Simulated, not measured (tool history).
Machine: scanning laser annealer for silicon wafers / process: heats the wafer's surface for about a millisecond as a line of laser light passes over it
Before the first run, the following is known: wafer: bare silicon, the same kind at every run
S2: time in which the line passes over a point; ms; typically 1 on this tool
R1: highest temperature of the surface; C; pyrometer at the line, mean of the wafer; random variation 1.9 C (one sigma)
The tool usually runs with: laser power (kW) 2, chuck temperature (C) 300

{"run": 1, "hour": 0.0, "laser power (kW)": 2, "S2": 1, "chuck temperature (C)": 300, "R1": 1090}
{"run": 2, "hour": 10.6, "laser power (kW)": 2, "S2": 1, "chuck temperature (C)": 300, "R1": 1086}
{"run": 3, "hour": 17.0, "laser power (kW)": 2, "S2": 1, "chuck temperature (C)": 300, "R1": 1089}
{"run": 4, "hour": 30.1, "laser power (kW)": 2, "S2": 1, "chuck temperature (C)": 300, "R1": 1087}
{"run": 5, "hour": 36.3, "laser power (kW)": 2, "S2": 1, "chuck temperature (C)": 300, "R1": 1088}
{"run": 6, "hour": 47.7, "laser power (kW)": 2, "S2": 1, "chuck temperature (C)": 300, "R1": 1085}
{"run": 7, "hour": 54.1, "laser power (kW)": 2, "S2": 1, "chuck temperature (C)": 300, "R1": 1085}
{"run": 8, "hour": 60.1, "laser power (kW)": 2, "S2": 1, "chuck temperature (C)": 300, "R1": 1087}
{"run": 9, "hour": 71.3, "laser power (kW)": 2, "S2": 1, "chuck temperature (C)": 334, "R1": 1121}
{"run": 10, "hour": 84.2, "laser power (kW)": 2, "S2": 1, "chuck temperature (C)": 334, "R1": 1118}
{"run": 11, "hour": 96.4, "laser power (kW)": 2.163, "S2": 1, "chuck temperature (C)": 334, "R1": 1188}
{"run": 12, "hour": 102.4, "laser power (kW)": 2, "S2": 1, "chuck temperature (C)": 300, "R1": 1087}
{"run": 13, "hour": 109.4, "laser power (kW)": 2, "S2": 1, "chuck temperature (C)": 300, "R1": 1087}
{"run": 14, "hour": 122.1, "laser power (kW)": 2, "S2": 1, "chuck temperature (C)": 270, "R1": 1051}
{"run": 15, "hour": 130.3, "laser power (kW)": 2, "S2": 1, "chuck temperature (C)": 270, "R1": 1056}
{"run": 16, "hour": 138.1, "laser power (kW)": 2, "S2": 1, "chuck temperature (C)": 270, "R1": 1055}
{"run": 17, "hour": 149.5, "laser power (kW)": 2, "S2": 1, "chuck temperature (C)": 270, "R1": 1057}
{"run": 18, "hour": 156.5, "laser power (kW)": 2, "S2": 1, "chuck temperature (C)": 270, "R1": 1056}
{"run": 19, "hour": 162.3, "laser power (kW)": 2, "S2": 1, "chuck temperature (C)": 270, "R1": 1052}
{"run": 20, "hour": 170.6, "laser power (kW)": 2, "S2": 1, "chuck temperature (C)": 270, "R1": 1053}
{"run": 21, "hour": 183.2, "laser power (kW)": 1.756, "S2": 1.1, "chuck temperature (C)": 339, "R1": 1053}
{"run": 22, "hour": 192.7, "laser power (kW)": 2.084, "S2": 0.93, "chuck temperature (C)": 317, "R1": 1105}
{"run": 23, "hour": 202.4, "laser power (kW)": 2, "S2": 1.17, "chuck temperature (C)": 300, "R1": 1138}
{"run": 24, "hour": 209.8, "laser power (kW)": 2, "S2": 1.2, "chuck temperature (C)": 300, "R1": 1155}
{"run": 25, "hour": 222.2, "laser power (kW)": 1.747, "S2": 1.2, "chuck temperature (C)": 264, "R1": 999}
{"run": 26, "hour": 231.0, "laser power (kW)": 2.183, "S2": 1.2, "chuck temperature (C)": 334, "R1": 1274}
{"run": 27, "hour": 242.6, "laser power (kW)": 2.158, "S2": 1.13, "chuck temperature (C)": 300, "R1": 1202}
{"run": 28, "hour": 252.2, "laser power (kW)": 2.158, "S2": 1.13, "chuck temperature (C)": 300, "R1": 1200}
{"run": 29, "hour": 262.9, "laser power (kW)": 2.158, "S2": 0.74, "chuck temperature (C)": 321, "R1": 1060}
{"run": 30, "hour": 272.0, "laser power (kW)": 1.967, "S2": 1.22, "chuck temperature (C)": 300, "R1": 1143}
{"run": 31, "hour": 283.7, "laser power (kW)": 2.094, "S2": 1.22, "chuck temperature (C)": 338, "R1": 1237}
{"run": 32, "hour": 294.7, "laser power (kW)": 2.198, "S2": 0.87, "chuck temperature (C)": 338, "R1": 1145}
{"run": 33, "hour": 305.5, "laser power (kW)": 1.705, "S2": 1, "chuck temperature (C)": 308, "R1": 967}
{"run": 34, "hour": 316.3, "laser power (kW)": 1.705, "S2": 1, "chuck temperature (C)": 308, "R1": 964}
{"run": 35, "hour": 322.3, "laser power (kW)": 1.705, "S2": 1, "chuck temperature (C)": 308, "R1": 966}
{"run": 36, "hour": 335.6, "laser power (kW)": 1.997, "S2": 1.03, "chuck temperature (C)": 308, "R1": 1098}
{"run": 37, "hour": 341.3, "laser power (kW)": 1.997, "S2": 1.03, "chuck temperature (C)": 308, "R1": 1101}
{"run": 38, "hour": 347.3, "laser power (kW)": 2, "S2": 1, "chuck temperature (C)": 337, "R1": 1115}
{"run": 39, "hour": 357.6, "laser power (kW)": 2.084, "S2": 0.71, "chuck temperature (C)": 334, "R1": 1027}
{"run": 40, "hour": 367.3, "laser power (kW)": 2.084, "S2": 0.71, "chuck temperature (C)": 334, "R1": 1028}

5 options for the next run, each taken on its own from the tool as it stands now. Forecast them:
{"run": "A", "hour": 377.0, "laser power (kW)": 2.084, "S2": 0.85, "chuck temperature (C)": 338, "R1": "?"}
{"run": "B", "hour": 377.0, "laser power (kW)": 1.727, "S2": 0.71, "chuck temperature (C)": 334, "R1": "?"}
{"run": "C", "hour": 377.0, "laser power (kW)": 1.925, "S2": 0.78, "chuck temperature (C)": 334, "R1": "?"}
{"run": "D", "hour": 377.0, "laser power (kW)": 2, "S2": 0.84, "chuck temperature (C)": 300, "R1": "?"}
{"run": "E", "hour": 377.0, "laser power (kW)": 2.084, "S2": 1.04, "chuck temperature (C)": 334, "R1": "?"}

run=A R1=1089
run=B R1=898
run=C R1=996
run=D R1=1017
run=E R1=1163
Stripped of hidden state, with their random variation kept, the same runs would have yielded:
run=A R1=1128
run=B R1=926
run=C R1=1030
run=D R1=1054
run=E R1=1205

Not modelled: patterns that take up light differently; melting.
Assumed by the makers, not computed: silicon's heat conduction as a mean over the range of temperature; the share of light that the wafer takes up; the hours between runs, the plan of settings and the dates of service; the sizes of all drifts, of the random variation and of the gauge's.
